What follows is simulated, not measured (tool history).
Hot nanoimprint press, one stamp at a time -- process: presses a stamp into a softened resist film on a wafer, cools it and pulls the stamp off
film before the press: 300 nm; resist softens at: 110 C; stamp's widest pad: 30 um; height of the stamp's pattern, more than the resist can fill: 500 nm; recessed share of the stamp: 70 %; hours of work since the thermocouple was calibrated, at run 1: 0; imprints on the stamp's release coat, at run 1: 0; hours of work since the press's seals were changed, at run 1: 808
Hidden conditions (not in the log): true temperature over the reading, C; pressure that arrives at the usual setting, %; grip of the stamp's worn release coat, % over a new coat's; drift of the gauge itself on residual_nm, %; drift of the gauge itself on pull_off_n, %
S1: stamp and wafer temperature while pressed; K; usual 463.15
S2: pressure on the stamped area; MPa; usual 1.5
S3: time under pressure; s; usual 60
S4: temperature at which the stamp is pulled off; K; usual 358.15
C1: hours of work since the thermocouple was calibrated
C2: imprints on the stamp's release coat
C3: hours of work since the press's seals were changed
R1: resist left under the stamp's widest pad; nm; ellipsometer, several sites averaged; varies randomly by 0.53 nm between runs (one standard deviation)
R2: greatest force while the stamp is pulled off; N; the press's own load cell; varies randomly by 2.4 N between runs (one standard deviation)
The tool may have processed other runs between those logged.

Run 1, hour 0: usual settings; C1 0; C2 0; C3 808. Result: R1 179.2 nm, R2 143 N.
Run 2, hour 55: usual settings but S2 1.71 MPa; C1 30; C2 228; C3 838. Result: R1 169.9 nm, R2 147 N.
Run 3, hour 141.7: usual settings but S2 1.71 MPa; C1 78; C2 586; C3 886. Result: R1 169.1 nm, R2 150 N.
Run 4, hour 216.3: usual settings but S2 1.71 MPa, S3 85 s; C1 118; C2 895; C3 926. Result: R1 149.1 nm, R2 158 N.
At hour 280: press's hydraulic seals changed and the load cell set to zero.
Run 5, hour 308.7: usual settings but S3 41 s; C1 165; C2 1243; C3 16. Result: R1 190.3 nm, R2 162 N.
Run 6, hour 389.6: usual settings but S2 2.25 MPa, S3 41 s; C1 209; C2 1578; C3 60. Result: R1 162 nm, R2 167 N.
Run 7, hour 442.4: usual settings; C1 238; C2 1796; C3 89. Result: R1 168.6 nm, R2 173 N.
At hour 483.4: stamp cleaned and given a new release coat.
Run 8, hour 530.4: usual settings; C1 283; C2 194; C3 134. Result: R1 167.7 nm, R2 145 N.
Run 9, hour 580.6: usual settings; C1 310; C2 402; C3 161. Result: R1 167.4 nm, R2 148 N.
At hour 592.6: plate thermocouple calibrated.
Run 10, hour 662.7: usual settings but S2 2.03 MPa, S4 362.15 K; C1 38; C2 729; C3 205. Result: R1 154.7 nm, R2 148 N.
Run 11, hour 761.5: usual settings but S2 2.03 MPa, S4 362.15 K; C1 93; C2 1138; C3 259. Result: R1 153.7 nm, R2 158 N.
Run 12, hour 844.6: usual settings but S1 471.15 K; C1 138; C2 1481; C3 304. Result: R1 131.4 nm, R2 168 N.
Run 13, hour 923.1: usual settings but S1 471.15 K; C1 181; C2 1806; C3 347. Result: R1 130.7 nm, R2 173 N.

Expected results for the next run?
At hour 960.6: stamp cleaned and given a new release coat.
Run 14, hour 1008.1: usual settings but S2 1.24 MPa, S3 52 s, S4 349.15 K; C1 224; C2 196; C3 391. Result: R1 ?, R2 ?.

{"run 14": {"R1": 193.2, "R2": 156}}
With the hidden condition absent and the run-to-run variation left alone, this run would have shown R1 196.7 nm, R2 153 N.
